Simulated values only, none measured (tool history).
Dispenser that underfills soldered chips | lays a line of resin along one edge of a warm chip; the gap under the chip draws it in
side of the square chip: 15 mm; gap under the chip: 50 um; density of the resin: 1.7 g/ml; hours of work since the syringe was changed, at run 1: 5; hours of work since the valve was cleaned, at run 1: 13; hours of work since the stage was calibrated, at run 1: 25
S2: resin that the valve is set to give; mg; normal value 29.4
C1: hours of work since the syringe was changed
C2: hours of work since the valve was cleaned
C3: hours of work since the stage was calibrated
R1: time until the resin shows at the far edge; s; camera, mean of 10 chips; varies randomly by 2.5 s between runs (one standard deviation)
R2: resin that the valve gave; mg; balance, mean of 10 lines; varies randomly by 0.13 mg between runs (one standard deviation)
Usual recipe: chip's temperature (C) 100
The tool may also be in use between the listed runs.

{"run": 1, "hour": 0.0, "chip's temperature (C)": 100, "S2": 29.4, "C1": 5, "C2": 13, "C3": 25, "R1": 341.0, "R2": 29.04}
{"run": 2, "hour": 6.3, "chip's temperature (C)": 100, "S2": 29.4, "C1": 9, "C2": 17, "C3": 30, "R1": 437.0, "R2": 28.94}
{"hour": 9.4, "done": "new syringe of resin"}
{"run": 3, "hour": 12.0, "chip's temperature (C)": 100, "S2": 29.4, "C1": 2, "C2": 21, "C3": 33, "R1": 274.1, "R2": 28.79}
{"run": 4, "hour": 19.1, "chip's temperature (C)": 100, "S2": 33.8, "C1": 6, "C2": 26, "C3": 38, "R1": 371.2, "R2": 33.1}
{"run": 5, "hour": 25.5, "chip's temperature (C)": 104, "S2": 33.8, "C1": 11, "C2": 30, "C3": 42, "R1": 442.9, "R2": 32.9}
{"hour": 26.4, "done": "new syringe of resin"}
{"run": 6, "hour": 29.7, "chip's temperature (C)": 115, "S2": 33.8, "C1": 2, "C2": 33, "C3": 45, "R1": 190.1, "R2": 33.15}
{"run": 7, "hour": 35.1, "chip's temperature (C)": 115, "S2": 27.3, "C1": 6, "C2": 36, "C3": 48, "R1": 239.8, "R2": 26.75}
{"run": 8, "hour": 39.3, "chip's temperature (C)": 100, "S2": 37.4, "C1": 9, "C2": 39, "C3": 51, "R1": 422.1, "R2": 35.97}
{"hour": 43.2, "done": "new syringe of resin"}
{"run": 9, "hour": 46.0, "chip's temperature (C)": 100, "S2": 37.4, "C1": 2, "C2": 43, "C3": 56, "R1": 270.5, "R2": 36.46}
{"run": 10, "hour": 52.7, "chip's temperature (C)": 100, "S2": 37.4, "C1": 6, "C2": 48, "C3": 60, "R1": 369.4, "R2": 35.99}

Each row is a separate what-if for the run after 10, all from the same tool condition, not one after another. Results?
{"run": "A", "hour": 56.1, "chip's temperature (C)": 99, "S2": 28.1, "C1": 9, "C2": 50, "C3": 62, "R1": "?", "R2": "?"}
{"run": "B", "hour": 56.1, "chip's temperature (C)": 89, "S2": 29.4, "C1": 9, "C2": 50, "C3": 62, "R1": "?", "R2": "?"}
{"run": "C", "hour": 56.1, "chip's temperature (C)": 102, "S2": 32.6, "C1": 9, "C2": 50, "C3": 62, "R1": "?", "R2": "?"}
{"run": "D", "hour": 56.1, "chip's temperature (C)": 98, "S2": 31.0, "C1": 9, "C2": 50, "C3": 62, "R1": "?", "R2": "?"}

run=A R1=455.8 R2=27.30
run=B R1=604.5 R2=28.32
run=C R1=410.0 R2=31.60
run=D R1=457.0 R2=30.05
Stripped of hidden state, with their random variation kept, the same runs would have yielded:
run=A R1=261.6 R2=28.31
run=B R1=347.5 R2=29.37
run=C R1=235.9 R2=32.76
run=D R1=262.8 R2=31.16
